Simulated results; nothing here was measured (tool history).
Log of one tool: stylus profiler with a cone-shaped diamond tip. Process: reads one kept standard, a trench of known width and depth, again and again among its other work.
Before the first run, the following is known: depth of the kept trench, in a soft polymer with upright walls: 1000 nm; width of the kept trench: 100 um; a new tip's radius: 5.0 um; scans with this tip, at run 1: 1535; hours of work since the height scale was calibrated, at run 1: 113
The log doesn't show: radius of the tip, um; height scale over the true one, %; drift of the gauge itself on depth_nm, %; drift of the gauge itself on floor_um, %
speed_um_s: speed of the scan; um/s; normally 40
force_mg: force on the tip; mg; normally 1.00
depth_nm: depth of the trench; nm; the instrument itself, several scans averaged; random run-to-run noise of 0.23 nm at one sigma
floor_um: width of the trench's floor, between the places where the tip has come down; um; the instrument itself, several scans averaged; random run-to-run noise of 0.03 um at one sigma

run	hour	speed_um_s	force_mg	scans with this tip	hours of work since the height scale was calibrated	depth_nm	floor_um
1	0.0	40	1.00	1535	113	1008.46	93.67
2	22.0	28	1.00	1767	131	1008.90	93.76
3	51.8	28	1.00	2083	154	1008.73	93.77
4	101.6	40	1.26	2610	193	1010.10	93.64
5	145.2	40	2.33	3072	227	1014.94	93.74
6	195.4	40	2.33	3603	266	1015.13	93.75
7	228.0	37	2.33	3949	292	1015.62	93.72
8	276.8	22	1.00	4465	330	1009.05	93.80
9	300.7	40	1.84	4718	349	1013.14	93.67
10	343.0	40	1.00	5166	382	1008.62	93.64
11	365.9	40	1.00	5408	400	1008.52	93.68
12	395.1	40	1.00	5718	423	1008.79	93.66
13	421.7	40	1.00	6000	443	1008.55	93.63
14	449.8	40	1.41	6297	465	1010.84	93.67
15	494.9	13	1.00	6774	501	1008.91	93.89
16	521.0	40	1.00	7050	521	1008.97	93.65
17	545.0	40	1.00	7305	540	1008.49	93.62
18	572.6	40	1.00	7597	561	1008.76	93.69
19	623.4	40	1.00	8134	601	1008.80	93.62
20	663.5	40	1.00	8560	633	1008.81	93.64
21	685.7	40	1.00	8794	650	1008.36	93.65
22	731.4	40	1.00	9279	686	1008.24	93.66
23	764.8	123	1.00	9632	712	1008.62	92.89
24	793.6	123	1.00	9937	734	1008.51	92.89
25	827.6	40	1.70	10297	761	1012.35	93.69
26	856.6	63	1.06	10604	784	1008.69	93.47
27	892.0	39	0.56	10979	811	1005.96	93.50
28	914.0	39	0.56	11211	829	1005.95	93.58
29	961.6	40	1.33	11715	866	1010.75	93.69
30	986.7	30	0.34	11982	885	1004.41	93.49
31	1019.9	90	1.14	12333	911	1009.39	93.25
32	1050.3	142	0.88	12655	935	1007.94	92.67
33	1093.7	56	1.53	13114	969	1011.82	93.59
34	1136.5	67	0.72	13568	1003	1006.86	93.26
35	1185.2	67	0.72	14083	1041	1007.07	93.26
36	1229.4	15	1.00	14551	1075	1008.68	93.90
37	1254.0	40	1.33	14812	1095	1010.46	93.72
38	1289.9	40	1.33	15192	1123	1010.41	93.68
39	1318.9	49	1.33	15499	1145	1010.37	93.62
40	1352.8	49	0.77	15857	1172	1007.11	93.44
41	1396.0	16	1.84	16314	1206	1012.77	93.84
42	1441.1	12	0.39	16793	1241	1004.91	93.83
43	1491.5	12	0.39	17326	1280	1004.54	93.88
44	1542.9	40	1.61	17871	1321	1011.63	93.71
45	1594.2	27	0.70	18413	1361	1006.79	93.71
46	1632.5	27	0.70	18819	1391	1007.07	93.68
47	1658.8	24	2.46	19098	1411	1015.63	93.87

Each row is a separate what-if for the run after 47, all from the same tool condition, not one after another. Results?
A	1711.6	56	0.52	19656	1453	?	?
B	1711.6	101	0.34	19656	1453	?	?
C	1711.6	56	0.47	19656	1453	?	?

run	depth_nm	floor_um
A	1005.70	93.32
B	1004.36	92.48
C	1005.08	93.28
Without the tool's hidden state the same runs would have given:
run	depth_nm	floor_um
A	1005.73	93.32
B	1004.39	92.49
C	1005.11	93.28

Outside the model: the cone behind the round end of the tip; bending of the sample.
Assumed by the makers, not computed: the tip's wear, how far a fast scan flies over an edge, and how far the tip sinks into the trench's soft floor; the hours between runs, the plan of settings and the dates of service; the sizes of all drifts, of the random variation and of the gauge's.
